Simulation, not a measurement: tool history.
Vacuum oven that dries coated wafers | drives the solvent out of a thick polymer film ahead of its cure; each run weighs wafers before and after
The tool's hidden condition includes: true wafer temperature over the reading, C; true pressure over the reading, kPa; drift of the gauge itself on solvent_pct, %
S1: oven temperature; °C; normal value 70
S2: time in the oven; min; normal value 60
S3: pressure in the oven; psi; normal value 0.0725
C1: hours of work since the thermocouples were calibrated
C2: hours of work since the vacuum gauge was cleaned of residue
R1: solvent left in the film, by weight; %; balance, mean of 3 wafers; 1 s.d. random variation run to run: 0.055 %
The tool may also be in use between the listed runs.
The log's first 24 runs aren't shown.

| run | hour | S1 | S2 | S3 | C1 | C2 | R1 |
|---|---|---|---|---|---|---|---|
| 25 | 216.4 | 72 | 66 | 0.0840 | 759 | 164 | 2.02 |
| 26 | 224.3 | 84 | 40 | 0.0429 | 764 | 168 | 1.23 |
| 27 | 231.6 | 84 | 40 | 0.0429 | 768 | 172 | 1.24 |
| 28 | 241.6 | 72 | 45 | 0.2183 | 773 | 178 | 4.04 |
| 29 | 251.7 | 70 | 45 | 0.1658 | 779 | 183 | 4.44 |
| 30 | 259.3 | 60 | 60 | 0.2511 | 783 | 187 | 6.66 |
| 31 | 264.3 | 60 | 60 | 0.2511 | 785 | 190 | 6.72 |
| 32 | 273.0 | 70 | 60 | 0.0376 | 790 | 195 | 2.77 |
|  | 275.2 | vacuum gauge cleaned of residue and calibrated |
| 33 | 285.3 | 70 | 60 | 0.0376 | 796 | 6 | 2.75 |
| 34 | 296.2 | 70 | 60 | 0.0376 | 802 | 11 | 2.73 |
| 35 | 303.5 | 69 | 33 | 0.1642 | 806 | 15 | 6.64 |
|  | 313.6 | vacuum gauge cleaned of residue and calibrated, once more |
| 36 | 314.2 | 69 | 68 | 0.1611 | 811 | 0 | 2.75 |
| 37 | 320.2 | 69 | 68 | 0.1611 | 814 | 4 | 2.82 |
| 38 | 326.0 | 75 | 35 | 0.1611 | 818 | 7 | 4.30 |
| 39 | 334.5 | 75 | 35 | 0.1611 | 822 | 11 | 4.28 |
| 40 | 343.6 | 62 | 60 | 0.1417 | 827 | 16 | 5.68 |
| 41 | 353.6 | 84 | 74 | 0.2706 | 833 | 22 | 0.65 |
| 42 | 362.1 | 84 | 74 | 0.2706 | 837 | 27 | 0.66 |
| 43 | 369.6 | 84 | 74 | 0.2706 | 841 | 31 | 0.71 |
| 44 | 380.8 | 70 | 31 | 0.1933 | 848 | 37 | 6.53 |
| 45 | 390.1 | 59 | 40 | 0.0468 | 853 | 42 | 8.31 |
| 46 | 396.8 | 59 | 40 | 0.0468 | 856 | 46 | 8.49 |

Predict each of these 5 candidate next runs independently; none follows another, all start after run 46:
| A | 403.8 | 84 | 40 | 0.0468 | 860 | 49 | ? |
| B | 403.8 | 64 | 85 | 0.1302 | 860 | 49 | ? |
| C | 403.8 | 70 | 88 | 0.1756 | 860 | 49 | ? |
| D | 403.8 | 77 | 60 | 0.0551 | 860 | 49 | ? |
| E | 403.8 | 82 | 40 | 0.0468 | 860 | 49 | ? |

| run | R1 |
|---|---|
| A | 1.23 |
| B | 3.16 |
| C | 1.69 |
| D | 1.27 |
| E | 1.66 |
Had the tool no hidden state, the same runs would have come out as:
| run | R1 |
|---|---|
| A | 0.92 |
| B | 2.61 |
| C | 1.35 |
| D | 0.97 |
| E | 1.30 |
